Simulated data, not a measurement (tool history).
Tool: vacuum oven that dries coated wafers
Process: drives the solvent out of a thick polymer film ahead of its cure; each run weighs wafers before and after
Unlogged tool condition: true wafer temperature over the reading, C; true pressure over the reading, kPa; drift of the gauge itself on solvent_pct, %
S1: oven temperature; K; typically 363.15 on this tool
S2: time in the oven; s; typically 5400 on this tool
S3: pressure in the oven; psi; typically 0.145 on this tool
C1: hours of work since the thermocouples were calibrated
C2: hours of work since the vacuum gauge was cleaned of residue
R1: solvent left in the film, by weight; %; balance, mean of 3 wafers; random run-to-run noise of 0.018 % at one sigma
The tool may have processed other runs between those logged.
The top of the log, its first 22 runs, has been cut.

run,hour,S1,S2,S3,C1,C2,R1
23,1706.3,363.15,5400,0.145,275,2108,1.58
# hour 1772.9: oven's thermocouples calibrated, once more
24,1793.3,363.15,5400,0.145,8,2143,1.39
25,1873.5,363.15,5400,0.145,42,2177,1.43
# hour 1927.8: vacuum gauge cleaned of residue and calibrated
26,1965.1,363.15,2760,0.558,79,16,4.72
27,2035.4,368.15,2760,0.175,109,45,2.63
28,2085.3,368.15,2760,0.175,129,66,2.62
29,2195.0,368.15,2760,0.175,175,111,2.64
30,2302.2,368.15,2760,0.175,220,156,2.68
31,2385.0,368.15,5400,0.203,254,190,0.84
32,2493.7,366.15,8280,0.203,299,235,0.62
33,2569.2,373.15,8280,0.141,331,267,0.28
34,2671.9,371.15,5820,0.247,373,310,0.67
35,2758.4,371.15,5820,0.247,409,346,0.69
36,2814.3,371.15,2940,0.425,433,369,2.31
37,2920.5,371.15,2940,0.535,477,413,2.57
38,3040.4,350.15,6600,0.342,527,463,4.14
39,3106.2,371.15,3240,0.133,554,490,1.50
40,3213.1,353.15,9660,0.342,599,535,2.21
41,3319.3,353.15,9660,0.342,643,579,2.21
42,3436.2,353.15,9660,0.342,691,627,2.26
43,3519.4,371.15,5400,0.347,726,662,0.96

For run 44, what comes out?
44,3586.6,378.15,5400,0.151,754,690,?

{"run 44": {"R1": 0.34}}
With the hidden condition absent and the run-to-run variation left alone, this run would have shown R1 0.30 %.
